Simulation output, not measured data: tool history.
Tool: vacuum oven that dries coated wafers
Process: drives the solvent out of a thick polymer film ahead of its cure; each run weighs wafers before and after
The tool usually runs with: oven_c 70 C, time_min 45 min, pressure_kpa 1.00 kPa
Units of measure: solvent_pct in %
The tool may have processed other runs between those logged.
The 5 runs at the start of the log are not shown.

run   hour  oven_c  time_min  pressure_kpa  solvent_pct
  6   91.0      81        61          1.00         0.28
  7  106.2      70        39          1.00         1.76
  8  117.1      70        45          1.00         1.37
  9  128.6      70        45          1.00         1.39
 10  142.3      70        45          1.00         1.37
 11  154.3      70        73          1.00         0.61
 12  165.0      70        73          1.00         0.62
 13  188.9      70        73          1.00         0.61
 14  207.5      70        73          1.00         0.61
 15  223.8      57        45          1.00         5.40
 16  243.8      70        45          1.14         1.42
 17  256.9      70        45          1.14         1.41
 18  272.9      70        32          1.00         2.42
 19  294.5      70        32          2.97         3.14
 20  312.4      70        69          1.00         0.62
 21  330.5      70        69          1.00         0.65
 22  355.2      70        69          1.00         0.65
 23  367.2      70        69          1.00         0.64
 24  383.9      70        67          2.49         1.28
 25  403.6      70        67          2.49         1.27
 26  414.7      70        24          2.10         3.97
 27  431.2      70        24          2.10         3.94

Estimate the outcome of run 28 from the log above:
 28  453.1      70        41          1.56            ?

Run 28 produced solvent_pct 1.75 %.
The same run, on a tool lacking any hidden state, would have yielded solvent_pct 1.87 %.

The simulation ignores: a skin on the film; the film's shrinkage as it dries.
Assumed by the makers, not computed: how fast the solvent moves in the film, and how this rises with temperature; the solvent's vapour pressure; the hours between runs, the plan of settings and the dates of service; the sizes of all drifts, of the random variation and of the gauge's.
